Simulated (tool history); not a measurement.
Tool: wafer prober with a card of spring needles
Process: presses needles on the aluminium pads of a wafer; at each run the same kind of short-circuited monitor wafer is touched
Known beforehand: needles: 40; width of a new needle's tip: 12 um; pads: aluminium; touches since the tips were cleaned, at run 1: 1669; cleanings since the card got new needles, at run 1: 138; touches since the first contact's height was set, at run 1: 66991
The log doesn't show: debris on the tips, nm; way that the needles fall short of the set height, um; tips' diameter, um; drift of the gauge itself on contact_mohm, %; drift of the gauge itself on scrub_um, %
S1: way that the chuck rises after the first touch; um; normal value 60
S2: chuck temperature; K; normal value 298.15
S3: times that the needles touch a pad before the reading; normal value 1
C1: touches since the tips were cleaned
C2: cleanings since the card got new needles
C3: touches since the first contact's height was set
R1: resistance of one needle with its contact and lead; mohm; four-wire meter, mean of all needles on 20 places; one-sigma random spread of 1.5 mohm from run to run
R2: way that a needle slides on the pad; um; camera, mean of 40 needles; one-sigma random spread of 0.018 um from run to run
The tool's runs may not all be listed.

run,hour,S1,S2,S3,C1,C2,C3,R1,R2
1,0.0,60,298.15,1,1669,138,66991,181,15.83
# hour 3.2: tips cleaned on abrasive film
# hour 11.0: tips cleaned on abrasive film
# hour 17.3: tips cleaned on abrasive film
# hour 25.1: tips cleaned on abrasive film
# hour 32.9: tips cleaned on abrasive film
# hour 34.8: height of the first contact set anew
2,35.3,60,298.15,1,793,143,199,181,15.88
# hour 40.0: tips cleaned on abrasive film
# hour 47.8: tips cleaned on abrasive film
# hour 55.6: tips cleaned on abrasive film
# hour 63.5: tips cleaned on abrasive film
# hour 69.7: tips cleaned on abrasive film
# hour 77.5: tips cleaned on abrasive film
3,81.9,60,298.15,1,1665,149,17897,183,15.85
# hour 85.1: tips cleaned on abrasive film
# hour 92.9: tips cleaned on abrasive film
# hour 100.7: tips cleaned on abrasive film
# hour 107.0: tips cleaned on abrasive film
# hour 114.8: tips cleaned on abrasive film
# hour 122.6: tips cleaned on abrasive film
4,128.8,60,298.15,1,2369,155,35706,185,15.87
# hour 130.4: tips cleaned on abrasive film
# hour 138.2: tips cleaned on abrasive film
# hour 144.5: tips cleaned on abrasive film
# hour 152.3: tips cleaned on abrasive film
# hour 158.6: tips cleaned on abrasive film
5,161.8,60,298.15,1,1230,160,48220,180,15.90
# hour 165.0: tips cleaned on abrasive film
# hour 172.8: tips cleaned on abrasive film
# hour 180.6: tips cleaned on abrasive film
# hour 186.9: tips cleaned on abrasive film
# hour 193.2: tips cleaned on abrasive film
# hour 200.1: tips cleaned on abrasive film
6,200.1,60,298.15,1,0,166,62734,183,15.86
# hour 206.4: tips cleaned on abrasive film
# hour 214.2: tips cleaned on abrasive film
# hour 222.0: tips cleaned on abrasive film
# hour 228.3: tips cleaned on abrasive film
# hour 236.1: tips cleaned on abrasive film
7,239.3,60,298.15,1,1232,171,77625,181,15.89
# hour 242.5: tips cleaned on abrasive film
# hour 245.9: height of the first contact set anew
# hour 250.7: tips cleaned on abrasive film
# hour 258.5: tips cleaned on abrasive film
# hour 266.3: tips cleaned on abrasive film
# hour 272.6: tips cleaned on abrasive film
# hour 280.4: tips cleaned on abrasive film
8,282.7,43,298.15,1,884,177,13948,185,11.39
# hour 287.4: tips cleaned on abrasive film
# hour 295.2: tips cleaned on abrasive film
# hour 303.0: tips cleaned on abrasive film
# hour 309.3: tips cleaned on abrasive film
# hour 315.6: tips cleaned on abrasive film
# hour 323.4: tips cleaned on abrasive film
# hour 331.2: tips cleaned on abrasive film
# hour 337.5: tips cleaned on abrasive film
9,337.6,63,298.15,1,52,185,34785,183,16.74
# hour 343.9: tips cleaned on abrasive film
# hour 350.2: tips cleaned on abrasive film
# hour 358.0: tips cleaned on abrasive film
# hour 365.8: tips cleaned on abrasive film
10,368.5,60,298.15,1,1030,189,46513,183,15.99
# hour 373.2: tips cleaned on abrasive film
# hour 381.1: tips cleaned on abrasive film
# hour 388.9: tips cleaned on abrasive film
# hour 395.2: tips cleaned on abrasive film
# hour 403.0: tips cleaned on abrasive film
# hour 410.8: tips cleaned on abrasive film
# hour 418.6: tips cleaned on abrasive film
# hour 426.4: tips cleaned on abrasive film
11,428.1,60,298.15,1,661,197,69147,185,15.90
# hour 432.9: tips cleaned on abrasive film
# hour 440.7: tips cleaned on abrasive film
# hour 448.5: tips cleaned on abrasive film
# hour 454.8: tips cleaned on abrasive film
# hour 456.1: height of the first contact set anew
12,456.1,65,308.15,1,393,201,0,183,17.28
# hour 462.4: tips cleaned on abrasive film
# hour 470.2: tips cleaned on abrasive film
# hour 478.0: tips cleaned on abrasive film
# hour 485.9: tips cleaned on abrasive film
13,489.8,50,350.15,2,1506,205,12789,194,13.28
# hour 493.0: tips cleaned on abrasive film
# hour 500.8: tips cleaned on abrasive film
# hour 508.6: tips cleaned on abrasive film
# hour 516.4: tips cleaned on abrasive film
# hour 524.2: tips cleaned on abrasive film
# hour 532.0: tips cleaned on abrasive film
14,532.5,60,387.15,1,165,211,28987,201,15.99
# hour 538.7: tips cleaned on abrasive film
# hour 545.0: tips cleaned on abrasive film
# hour 552.8: tips cleaned on abrasive film
# hour 560.6: tips cleaned on abrasive film
15,564.6,43,298.15,3,1537,215,41211,185,11.45
# hour 567.8: tips cleaned on abrasive film
# hour 575.6: tips cleaned on abrasive film
# hour 583.5: tips cleaned on abrasive film
# hour 591.3: tips cleaned on abrasive film
# hour 603.3: card fitted with new needles
# hour 611.0: tips cleaned on abrasive film
16,611.0,69,367.15,1,0,1,2930,195,18.33
# hour 618.8: tips cleaned on abrasive film
# hour 626.6: tips cleaned on abrasive film
# hour 634.5: tips cleaned on abrasive film
# hour 642.3: tips cleaned on abrasive film
# hour 650.1: tips cleaned on abrasive film
# hour 656.4: tips cleaned on abrasive film
17,660.5,50,329.15,2,1583,7,21735,191,13.34
# hour 663.7: tips cleaned on abrasive film
# hour 669.9: tips cleaned on abrasive film
# hour 677.8: tips cleaned on abrasive film
# hour 684.0: tips cleaned on abrasive film
# hour 691.8: tips cleaned on abrasive film
# hour 699.2: tips cleaned on abrasive film
18,699.2,78,324.15,2,0,13,36393,184,20.79
# hour 705.5: tips cleaned on abrasive film
# hour 711.7: tips cleaned on abrasive film
# hour 719.5: tips cleaned on abrasive film
# hour 727.4: tips cleaned on abrasive film
# hour 733.6: tips cleaned on abrasive film
# hour 741.5: tips cleaned on abrasive film
19,744.3,45,359.15,2,1087,19,53514,200,12.00
# hour 749.0: tips cleaned on abrasive film
# hour 755.3: tips cleaned on abrasive film
# hour 761.6: tips cleaned on abrasive film
# hour 769.4: tips cleaned on abrasive film
# hour 775.6: tips cleaned on abrasive film
# hour 783.5: tips cleaned on abrasive film
# hour 790.3: tips cleaned on abrasive film
20,790.3,51,323.15,1,0,26,70949,189,13.59
# hour 798.1: tips cleaned on abrasive film
# hour 804.4: tips cleaned on abrasive film
# hour 810.7: tips cleaned on abrasive film
# hour 814.0: height of the first contact set anew
# hour 818.5: tips cleaned on abrasive film
21,818.5,40,300.15,2,0,30,1668,184,10.68
# hour 824.7: tips cleaned on abrasive film
# hour 832.6: tips cleaned on abrasive film
# hour 840.4: tips cleaned on abrasive film
# hour 848.2: tips cleaned on abrasive film
# hour 854.5: tips cleaned on abrasive film
22,857.4,69,328.15,1,1126,35,16453,185,18.40

4 options for the next run, each taken on its own from the tool as it stands now. Forecast them:
# hour 862.1: tips cleaned on abrasive film
# hour 869.9: tips cleaned on abrasive film
# hour 877.8: tips cleaned on abrasive film
# hour 885.6: tips cleaned on abrasive film
# hour 893.4: tips cleaned on abrasive film
# hour 901.2: tips cleaned on abrasive film
# hour 907.5: tips cleaned on abrasive film
A,909.6,60,368.15,1,795,42,36250,?,?
# hour 862.1: tips cleaned on abrasive film
# hour 869.9: tips cleaned on abrasive film
# hour 877.8: tips cleaned on abrasive film
# hour 885.6: tips cleaned on abrasive film
# hour 893.4: tips cleaned on abrasive film
# hour 901.2: tips cleaned on abrasive film
# hour 907.5: tips cleaned on abrasive film
B,909.6,50,323.15,1,795,42,36250,?,?
# hour 862.1: tips cleaned on abrasive film
# hour 869.9: tips cleaned on abrasive film
# hour 877.8: tips cleaned on abrasive film
# hour 885.6: tips cleaned on abrasive film
# hour 893.4: tips cleaned on abrasive film
# hour 901.2: tips cleaned on abrasive film
# hour 907.5: tips cleaned on abrasive film
C,909.6,60,316.15,1,795,42,36250,?,?
# hour 862.1: tips cleaned on abrasive film
# hour 869.9: tips cleaned on abrasive film
# hour 877.8: tips cleaned on abrasive film
# hour 885.6: tips cleaned on abrasive film
# hour 893.4: tips cleaned on abrasive film
# hour 901.2: tips cleaned on abrasive film
# hour 907.5: tips cleaned on abrasive film
D,909.6,69,328.15,2,795,42,36250,?,?

run,R1,R2
A,197,16.04
B,188,13.35
C,188,16.05
D,184,18.44
What these runs would have given with no unlogged condition in the tool:
run,R1,R2
A,197,15.86
B,188,13.20
C,188,15.87
D,184,18.24
